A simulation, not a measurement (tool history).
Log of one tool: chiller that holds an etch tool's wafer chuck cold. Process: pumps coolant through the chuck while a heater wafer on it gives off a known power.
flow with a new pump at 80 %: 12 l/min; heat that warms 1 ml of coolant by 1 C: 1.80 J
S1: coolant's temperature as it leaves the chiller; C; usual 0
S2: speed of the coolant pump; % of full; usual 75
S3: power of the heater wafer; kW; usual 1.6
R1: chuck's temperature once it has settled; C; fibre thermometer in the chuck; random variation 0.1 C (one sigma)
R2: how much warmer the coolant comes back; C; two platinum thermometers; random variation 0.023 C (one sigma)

run	hour	S1	S2	S3	R1	R2
1	0	0	75	1.6	11.9	4.75
2	84.6	0	75	1.6	11.9	4.75
3	188.4	0	75	1.6	11.7	4.73
4	310.9	0	75	1.6	11.9	4.71
5	419	0	75	1.6	12.1	4.74
6	481.3	0	75	1.6	11.8	4.7
7	532.5	0	75	1.6	12.1	4.66
8	648.5	-2	75	2.152	14.1	6.29
9	750.1	1	75	1.749	14.1	5.13
10	805.6	-4	86	2.279	11.6	5.8
11	902.3	-4	86	2.279	11.7	5.8
12	990.7	0	83	2.359	16.5	6.2
13	1082.9	0	83	2.359	16.5	6.22
# hour 1149.5: chiller's thermometer calibrated
14	1150.9	0	83	2.359	16.5	6.26

3 ways to go on from here, each from the tool as it stands after run 14. What would each give?
A	1273.9	-8	75	0.837	?	?
B	1273.9	1	69	1.6	?	?
C	1273.9	1	62	1.933	?	?

run	R1	R2
A	-1.7	2.36
B	13.6	5.04
C	17.2	6.84
Without the tool's hidden state the same runs would have given:
run	R1	R2
A	-1.7	2.48
B	13.6	5.17
C	17.2	6.96

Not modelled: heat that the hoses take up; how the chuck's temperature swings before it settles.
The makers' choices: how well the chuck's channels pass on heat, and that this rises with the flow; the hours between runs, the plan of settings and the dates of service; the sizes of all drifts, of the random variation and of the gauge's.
